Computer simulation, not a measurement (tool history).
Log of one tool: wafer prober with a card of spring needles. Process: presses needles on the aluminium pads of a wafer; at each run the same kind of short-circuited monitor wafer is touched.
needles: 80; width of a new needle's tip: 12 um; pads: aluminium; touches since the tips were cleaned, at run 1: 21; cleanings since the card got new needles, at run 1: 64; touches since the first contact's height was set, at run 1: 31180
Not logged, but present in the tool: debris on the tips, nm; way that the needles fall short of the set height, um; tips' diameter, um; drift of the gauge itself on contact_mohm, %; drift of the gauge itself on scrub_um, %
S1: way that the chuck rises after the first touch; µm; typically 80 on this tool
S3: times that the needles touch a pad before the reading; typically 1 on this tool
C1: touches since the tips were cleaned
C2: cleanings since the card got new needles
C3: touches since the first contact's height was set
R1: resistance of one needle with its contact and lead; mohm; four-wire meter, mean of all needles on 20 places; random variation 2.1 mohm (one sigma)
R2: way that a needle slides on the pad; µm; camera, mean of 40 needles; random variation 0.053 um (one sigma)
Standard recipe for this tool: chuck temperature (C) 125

{"run": 1, "day": 0.0, "S1": 80, "chuck temperature (C)": 125, "S3": 1, "C1": 21, "C2": 64, "C3": 31180, "R1": 227, "R2": 12.6}
{"day": 0.742, "done": "tips cleaned on abrasive film"}
{"run": 2, "day": 1.188, "S1": 80, "chuck temperature (C)": 125, "S3": 1, "C1": 4904, "C2": 65, "C3": 44167, "R1": 235, "R2": 12.58}
{"day": 1.496, "done": "tips cleaned on abrasive film"}
{"day": 2.2, "done": "tips cleaned on abrasive film"}
{"day": 2.933, "done": "tips cleaned on abrasive film"}
{"run": 3, "day": 2.933, "S1": 80, "chuck temperature (C)": 36, "S3": 1, "C1": 0, "C2": 68, "C3": 63215, "R1": 210, "R2": 12.55}
{"day": 3.621, "done": "tips cleaned on abrasive film"}
{"day": 4.3, "done": "tips cleaned on abrasive film"}
{"run": 4, "day": 4.908, "S1": 80, "chuck temperature (C)": 36, "S3": 1, "C1": 6687, "C2": 70, "C3": 84852, "R1": 225, "R2": 12.42}
{"day": 5.071, "done": "tips cleaned on abrasive film"}
{"day": 5.704, "done": "tips cleaned on abrasive film"}
{"day": 6.429, "done": "tips cleaned on abrasive film"}
{"day": 7.175, "done": "tips cleaned on abrasive film"}
{"run": 5, "day": 7.304, "S1": 80, "chuck temperature (C)": 36, "S3": 1, "C1": 1423, "C2": 74, "C3": 110999, "R1": 213, "R2": 12.39}
{"day": 7.888, "done": "tips cleaned on abrasive film"}
{"day": 8.642, "done": "tips cleaned on abrasive film"}
{"run": 6, "day": 8.65, "S1": 80, "chuck temperature (C)": 36, "S3": 1, "C1": 96, "C2": 76, "C3": 125682, "R1": 209, "R2": 12.36}
{"day": 9.346, "done": "tips cleaned on abrasive film"}
{"day": 10.029, "done": "tips cleaned on abrasive film"}
{"run": 7, "day": 10.071, "S1": 80, "chuck temperature (C)": 46, "S3": 1, "C1": 468, "C2": 78, "C3": 141187, "R1": 212, "R2": 12.38}
{"day": 10.704, "done": "tips cleaned on abrasive film"}
{"day": 11.417, "done": "tips cleaned on abrasive film"}
{"run": 8, "day": 11.529, "S1": 80, "chuck temperature (C)": 92, "S3": 2, "C1": 1264, "C2": 80, "C3": 157135, "R1": 221, "R2": 12.33}
{"day": 12.146, "done": "tips cleaned on abrasive film"}
{"run": 9, "day": 12.683, "S1": 80, "chuck temperature (C)": 92, "S3": 2, "C1": 5924, "C2": 81, "C3": 169773, "R1": 227, "R2": 12.27}
{"day": 12.846, "done": "tips cleaned on abrasive film"}
{"day": 13.608, "done": "tips cleaned on abrasive film"}
{"day": 14.246, "done": "tips cleaned on abrasive film"}
{"run": 10, "day": 14.796, "S1": 80, "chuck temperature (C)": 29, "S3": 2, "C1": 6071, "C2": 84, "C3": 192844, "R1": 217, "R2": 12.25}
{"day": 14.958, "done": "tips cleaned on abrasive film"}
{"day": 15.688, "done": "tips cleaned on abrasive film"}
{"day": 16.375, "done": "tips cleaned on abrasive film"}
{"run": 11, "day": 16.375, "S1": 79, "chuck temperature (C)": 62, "S3": 1, "C1": 0, "C2": 87, "C3": 210067, "R1": 214, "R2": 12.03}
{"day": 17.138, "done": "tips cleaned on abrasive film"}
{"run": 12, "day": 17.446, "S1": 80, "chuck temperature (C)": 64, "S3": 2, "C1": 3410, "C2": 88, "C3": 221773, "R1": 222, "R2": 12.11}

Below, some changes in R1 between adjacent runs. For each, the amount present without the hidden state too (settings, incoming material, random variation) and the amount remaining for the hidden state with gauge scatter not shared by both compared results:
Run 2 -> 3: chuck temperature (C) 125 -> 36, tips cleaned on abrasive film, tips cleaned on abrasive film, tips cleaned on abrasive film. R1 -25 mohm: hidden state -12, all else -13.
Run 3 -> 4: tips cleaned on abrasive film, tips cleaned on abrasive film. R1 +15 mohm: hidden state +17, all else -2.

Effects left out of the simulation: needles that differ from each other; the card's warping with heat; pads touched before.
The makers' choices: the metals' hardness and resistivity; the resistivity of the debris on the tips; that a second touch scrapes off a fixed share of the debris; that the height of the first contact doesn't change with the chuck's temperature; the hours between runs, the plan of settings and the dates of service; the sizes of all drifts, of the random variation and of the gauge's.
